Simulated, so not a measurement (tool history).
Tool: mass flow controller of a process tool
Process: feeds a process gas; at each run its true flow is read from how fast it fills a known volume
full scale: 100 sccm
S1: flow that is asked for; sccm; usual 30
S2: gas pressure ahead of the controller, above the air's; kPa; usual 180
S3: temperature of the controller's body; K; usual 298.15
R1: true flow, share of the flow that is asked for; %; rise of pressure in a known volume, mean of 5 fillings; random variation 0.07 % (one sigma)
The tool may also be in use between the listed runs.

run     day  S1   S2      S3     R1
  1       0  30  180  298.15  98.16
  2   1.796  30  181  298.15  98.14
  3   3.167  30  181  298.15  98.14
  4    5.55  30  181  298.15  98.08
  5   8.433  30  180  295.15  98.49
  6  11.538  30  180  298.15  98.06
  7  13.096  30  180  298.15   98.1
  8  15.512  36  180  298.15  98.29
  9  17.762  36  180  298.15  98.44
 10  19.562  53  218  307.15  97.69
 11  21.812  30  215  311.15  96.58
 12  23.758  30  215  311.15   96.5
 13  26.554  63  215  295.15   99.4
 14  28.329  30  180  311.15  96.68
 15   30.15  30  180  311.15  96.52
 16  32.779  24  192  312.15  96.19
 17  34.388  27  146  306.15  97.35
 18  37.575  27  246  298.15  97.74

Forecast each of these 3 alternatives for the next run:
  A  39.004  30  180  300.15   ?
  B  39.004  91  246  298.15   ?
  C  39.004  13  155  302.15   ?

run     R1
  A  97.85
  B  99.68
  C  97.15
Without the tool's hidden state the same runs would have given:
run     R1
  A  97.81
  B   99.5
  C  97.37
